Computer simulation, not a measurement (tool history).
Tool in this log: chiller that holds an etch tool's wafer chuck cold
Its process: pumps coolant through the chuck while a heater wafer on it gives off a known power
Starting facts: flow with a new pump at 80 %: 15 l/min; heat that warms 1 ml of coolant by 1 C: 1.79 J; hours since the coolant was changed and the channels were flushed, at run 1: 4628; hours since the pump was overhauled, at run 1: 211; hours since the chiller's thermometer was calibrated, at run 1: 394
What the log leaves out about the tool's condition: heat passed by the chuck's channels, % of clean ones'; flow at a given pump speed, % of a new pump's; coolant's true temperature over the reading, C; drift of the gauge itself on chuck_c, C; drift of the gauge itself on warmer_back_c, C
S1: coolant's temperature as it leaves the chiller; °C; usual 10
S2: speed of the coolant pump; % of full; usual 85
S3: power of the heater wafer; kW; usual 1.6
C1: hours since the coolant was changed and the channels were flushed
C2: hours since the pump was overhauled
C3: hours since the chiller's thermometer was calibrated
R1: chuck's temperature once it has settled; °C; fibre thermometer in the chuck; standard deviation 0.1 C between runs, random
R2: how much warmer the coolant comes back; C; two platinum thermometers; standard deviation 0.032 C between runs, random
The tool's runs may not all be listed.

Run 1, hour 0: usual settings; C1 4628; C2 211; C3 394. Result: R1 18.9 °C, R2 3.3 C.
Run 2, hour 55.6: usual settings; C1 4684; C2 266; C3 450. Result: R1 19 °C, R2 3.34 C.
Run 3, hour 165.1: usual settings but S1 15 °C; C1 4793; C2 376; C3 559. Result: R1 24 °C, R2 3.37 C.
Run 4, hour 263.6: usual settings but S1 15 °C; C1 4892; C2 474; C3 658. Result: R1 23.9 °C, R2 3.38 C.
Run 5, hour 367.5: usual settings; C1 4996; C2 578; C3 762. Result: R1 19 °C, R2 3.4 C.
Run 6, hour 503.5: usual settings; C1 5132; C2 714; C3 898. Result: R1 18.9 °C, R2 3.47 C.
Run 7, hour 593: usual settings but S1 14 °C; C1 5221; C2 804; C3 987. Result: R1 23 °C, R2 3.41 C.
Run 8, hour 666.4: usual settings but S2 69 % of full; C1 5295; C2 877; C3 1061. Result: R1 20.5 °C, R2 4.38 C.
Run 9, hour 726.9: usual settings but S2 69 % of full; C1 5355; C2 938; C3 1121. Result: R1 20.6 °C, R2 4.39 C.
Run 10, hour 785.8: usual settings but S1 14 °C, S2 69 % of full, S3 1.014 kW; C1 5414; C2 997; C3 1180. Result: R1 20.7 °C, R2 2.83 C.
Run 11, hour 850.4: usual settings but S1 14 °C, S2 69 % of full, S3 1.014 kW; C1 5479; C2 1061; C3 1245. Result: R1 20.8 °C, R2 2.86 C.
Run 12, hour 967.8: usual settings but S1 14 °C, S2 69 % of full, S3 1.014 kW; C1 5596; C2 1179; C3 1362. Result: R1 20.8 °C, R2 2.8 C.
Run 13, hour 1080.6: usual settings but S3 1.272 kW; C1 5709; C2 1291; C3 1475. Result: R1 17.3 °C, R2 2.85 C.
Run 14, hour 1215.2: usual settings but S3 1.272 kW; C1 5843; C2 1426; C3 1610. Result: R1 17.1 °C, R2 2.89 C.
Run 15, hour 1289.6: usual settings but S3 1.167 kW; C1 5918; C2 1500; C3 1684. Result: R1 16.4 °C, R2 2.73 C.
At hour 1368.5: coolant changed, channels flushed.
Run 16, hour 1431.5: usual settings but S3 1.167 kW; C1 63; C2 1636; C3 1820. Result: R1 16.6 °C, R2 2.76 C.
Run 17, hour 1553.1: usual settings but S3 1.167 kW; C1 185; C2 1758; C3 1941. Result: R1 16.5 °C, R2 2.76 C.

4 options for the next run, each taken on its own from the tool as it stands now. Forecast them:
Run A, hour 1633.6: usual settings but S2 81 % of full, S3 1.728 kW; C1 265; C2 1838; C3 2022. Result: R1 ?, R2 ?.
Run B, hour 1633.6: usual settings but S2 68 % of full, S3 1.878 kW; C1 265; C2 1838; C3 2022. Result: R1 ?, R2 ?.
Run C, hour 1633.6: usual settings but S1 4 °C, S3 1.763 kW; C1 265; C2 1838; C3 2022. Result: R1 ?, R2 ?.
Run D, hour 1633.6: usual settings but S2 86 % of full, S3 1.806 kW; C1 265; C2 1838; C3 2022. Result: R1 ?, R2 ?.

run    R1    R2
  A  20.1  4.15
  B  22.4  5.35
  C  13.9  4.01
  D    20  4.06
With no hidden state in the tool, these same runs would have given:
run    R1    R2
  A  20.1  3.82
  B  22.4  5.01
  C  13.9  3.68
  D    20  3.73

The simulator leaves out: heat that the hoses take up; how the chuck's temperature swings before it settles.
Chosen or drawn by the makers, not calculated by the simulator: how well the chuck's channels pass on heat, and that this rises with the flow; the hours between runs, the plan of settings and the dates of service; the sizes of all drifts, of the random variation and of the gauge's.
